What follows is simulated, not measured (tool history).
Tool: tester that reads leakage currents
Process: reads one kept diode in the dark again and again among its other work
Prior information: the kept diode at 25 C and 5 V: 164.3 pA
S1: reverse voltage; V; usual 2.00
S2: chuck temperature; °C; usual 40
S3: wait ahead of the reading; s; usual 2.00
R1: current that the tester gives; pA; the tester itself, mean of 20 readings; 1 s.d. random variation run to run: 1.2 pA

Run 1, hour 0.0: usual settings. Result: R1 394.72 pA.
Run 2, hour 189.0: usual settings. Result: R1 396.60 pA.
Run 3, hour 398.0: usual settings. Result: R1 398.19 pA.
Run 4, hour 529.4: usual settings but S1 2.11 V. Result: R1 411.55 pA.
Run 5, hour 702.8: usual settings. Result: R1 403.96 pA.
Run 6, hour 907.1: usual settings but S1 8.62 V. Result: R1 772.03 pA.
Run 7, hour 1015.1: usual settings but S1 8.62 V. Result: R1 766.80 pA.
Run 8, hour 1109.2: usual settings but S3 0.38 s. Result: R1 410.64 pA.
At hour 1316.8: probe card cleaned and baked.
At hour 1318.8: chuck's temperature calibrated.
Run 9, hour 1318.8: usual settings. Result: R1 380.00 pA.
Run 10, hour 1404.1: usual settings. Result: R1 381.39 pA.
Run 11, hour 1562.4: usual settings. Result: R1 383.84 pA.
Run 12, hour 1682.6: usual settings but S1 5.68 V. Result: R1 603.37 pA.
Run 13, hour 1800.0: usual settings. Result: R1 385.87 pA.
Run 14, hour 1948.6: usual settings. Result: R1 387.13 pA.
Run 15, hour 2134.1: usual settings. Result: R1 390.94 pA.
Run 16, hour 2339.0: usual settings. Result: R1 395.42 pA.
Run 17, hour 2484.3: usual settings but S3 0.43 s. Result: R1 395.28 pA.
Run 18, hour 2687.1: usual settings but S1 1.77 V, S2 35 °C, S3 0.48 s. Result: R1 254.92 pA.
Run 19, hour 2782.8: usual settings but S1 1.38 V, S2 21 °C, S3 0.37 s. Result: R1 70.04 pA.
At hour 2958.2: tester calibrated.
Run 20, hour 2996.0: usual settings but S1 1.24 V, S2 48 °C, S3 0.54 s. Result: R1 618.40 pA.
Run 21, hour 3086.1: usual settings but S1 1.24 V, S2 30 °C, S3 0.54 s. Result: R1 149.63 pA.
Run 22, hour 3175.9: usual settings but S1 10.97 V, S3 1.06 s. Result: R1 868.31 pA.
Run 23, hour 3354.1: usual settings but S1 1.68 V, S2 29 °C, S3 4.33 s. Result: R1 158.51 pA.
At hour 3385.5: chuck's temperature calibrated.
Run 24, hour 3491.8: usual settings but S1 3.88 V, S2 29 °C, S3 4.33 s. Result: R1 212.18 pA.
Run 25, hour 3622.2: usual settings but S1 1.49 V. Result: R1 345.82 pA.
Run 26, hour 3815.9: usual settings but S1 10.18 V, S2 22 °C, S3 6.56 s. Result: R1 183.12 pA.
Run 27, hour 3968.5: usual settings but S1 10.18 V, S2 22 °C, S3 6.56 s. Result: R1 185.03 pA.
Run 28, hour 4140.9: usual settings but S1 10.18 V, S2 22 °C, S3 6.56 s. Result: R1 187.61 pA.
At hour 4154.9: probe card cleaned and baked.
Run 29, hour 4338.1: usual settings but S1 2.96 V, S2 31 °C, S3 0.48 s. Result: R1 229.65 pA.
Run 30, hour 4485.3: usual settings but S1 8.15 V, S2 50 °C, S3 5.99 s. Result: R1 1584.59 pA.
Run 31, hour 4621.7: usual settings but S1 8.15 V, S2 28 °C, S3 3.96 s. Result: R1 280.10 pA.
Run 32, hour 4769.7: usual settings but S1 8.15 V, S2 28 °C, S3 3.96 s. Result: R1 281.86 pA.
Run 33, hour 4899.2: usual settings but S1 14.48 V, S2 43 °C, S3 0.98 s. Result: R1 1220.78 pA.

Consider 3 possible next runs. They are alternatives, not a sequence: every one starts from the tool as it was left by run 33. What does each give?
Run A, hour 5055.0: usual settings but S1 1.09 V, S2 26 °C, S3 4.77 s. Result: R1 ?.
Run B, hour 5055.0: usual settings but S1 4.38 V, S2 53 °C, S3 0.98 s. Result: R1 ?.
Run C, hour 5055.0: usual settings but S2 41 °C. Result: R1 ?.

run       R1
  A   100.81
  B  1560.95
  C   449.57
What these runs would have given with no unlogged condition in the tool:
run       R1
  A    93.40
  B  1468.09
  C   420.41
